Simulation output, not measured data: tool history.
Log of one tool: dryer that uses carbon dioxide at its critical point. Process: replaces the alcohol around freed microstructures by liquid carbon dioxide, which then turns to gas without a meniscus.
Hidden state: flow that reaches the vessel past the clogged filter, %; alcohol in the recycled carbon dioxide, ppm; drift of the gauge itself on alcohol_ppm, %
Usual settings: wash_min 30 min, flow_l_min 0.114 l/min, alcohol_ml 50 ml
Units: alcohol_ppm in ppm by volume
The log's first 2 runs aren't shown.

run	hour	wash_min	flow_l_min	alcohol_ml	hours of work since the filter was changed	hours of work since the purifier's bed was changed	alcohol_ppm
3	19.2	30	0.114	50	16	174	347
4	26.5	30	0.114	50	19	177	356
5	32.0	30	0.114	50	21	179	366
6	43.6	30	0.114	50	25	183	355
7	55.7	30	0.114	50	29	187	347
8	63.3	30	0.114	50	32	190	364
9	72.2	33	0.114	50	35	193	220
10	79.0	33	0.114	50	37	195	221
11	87.1	30	0.114	80	40	198	583
12	97.3	30	0.114	28	43	202	231
13	110.2	30	0.114	28	48	206	216
14	121.0	30	0.097	28	52	210	468
15	127.5	30	0.097	28	54	212	468
16	138.8	30	0.097	28	58	216	475
17	151.7	30	0.097	28	62	221	477
18	161.8	30	0.097	28	66	224	468
19	174.1	30	0.070	28	70	229	1651
20	180.8	30	0.070	28	73	231	1658
21	191.5	30	0.070	28	76	235	1724

The next listed run, before its measurement:
22	201.8	30	0.070	28	80	238	?

Run 22 gave alcohol_ppm 1727 ppm by volume.
Without the tool's hidden state the same run would have given alcohol_ppm 1530 ppm by volume.

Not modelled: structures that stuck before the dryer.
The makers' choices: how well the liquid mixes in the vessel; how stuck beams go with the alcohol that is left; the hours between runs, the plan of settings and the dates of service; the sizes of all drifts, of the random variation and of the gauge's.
